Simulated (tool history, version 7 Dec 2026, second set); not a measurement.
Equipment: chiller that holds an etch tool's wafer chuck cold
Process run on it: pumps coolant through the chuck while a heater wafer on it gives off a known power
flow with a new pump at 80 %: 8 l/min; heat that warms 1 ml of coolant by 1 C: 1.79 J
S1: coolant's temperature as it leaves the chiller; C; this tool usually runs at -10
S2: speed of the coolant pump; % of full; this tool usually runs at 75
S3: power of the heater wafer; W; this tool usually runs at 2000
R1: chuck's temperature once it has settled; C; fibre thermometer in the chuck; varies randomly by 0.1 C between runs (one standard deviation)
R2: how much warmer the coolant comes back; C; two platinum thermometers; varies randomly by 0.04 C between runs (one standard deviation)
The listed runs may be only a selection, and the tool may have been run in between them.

run 1 hour=0.0 | S1=-10 S2=75 S3=2000 | R1=5.0 R2=9.04
run 2 hour=36.5 | S1=-10 S2=75 S3=2000 | R1=4.9 R2=8.93
run 3 hour=71.6 | S1=-10 S2=75 S3=2000 | R1=5.1 R2=8.99
run 4 hour=122.4 | S1=-10 S2=75 S3=2000 | R1=5.1 R2=9.01
run 5 hour=156.4 | S1=-10 S2=75 S3=2000 | R1=5.1 R2=9.01
run 6 hour=192.4 | S1=-10 S2=75 S3=2000 | R1=5.0 R2=9.08
run 7 hour=236.8 | S1=-10 S2=75 S3=2000 | R1=5.0 R2=9.08
run 8 hour=298.2 | S1=-10 S2=75 S3=2000 | R1=5.0 R2=9.08
run 9 hour=339.0 | S1=-7 S2=75 S3=1726 | R1=5.9 R2=7.86
run 10 hour=396.3 | S1=-7 S2=88 S3=2311 | R1=8.4 R2=8.80
run 11 hour=436.2 | S1=-7 S2=88 S3=2311 | R1=8.5 R2=8.79
run 12 hour=485.7 | S1=-4 S2=84 S3=1786 | R1=8.5 R2=7.27
run 13 hour=539.0 | S1=-4 S2=84 S3=1786 | R1=8.4 R2=7.23

Here are 4 independent what-if runs from the current tool condition. What would each one return?
run A hour=605.2 | S1=-4 S2=83 S3=1762 | R1=? R2=?
run B hour=605.2 | S1=-1 S2=77 S3=1842 | R1=? R2=?
run C hour=605.2 | S1=-5 S2=62 S3=1253 | R1=? R2=?
run D hour=605.2 | S1=-9 S2=75 S3=2000 | R1=? R2=?

run=A R1=8.3 R2=7.19
run=B R1=12.6 R2=8.23
run=C R1=5.9 R2=7.05
run=D R1=6.0 R2=9.17
With the hidden condition removed and each run's random variation left untouched, the same runs would have given:
run=A R1=8.2 R2=7.04
run=B R1=12.6 R2=8.08
run=C R1=5.9 R2=6.90
run=D R1=6.0 R2=9.02
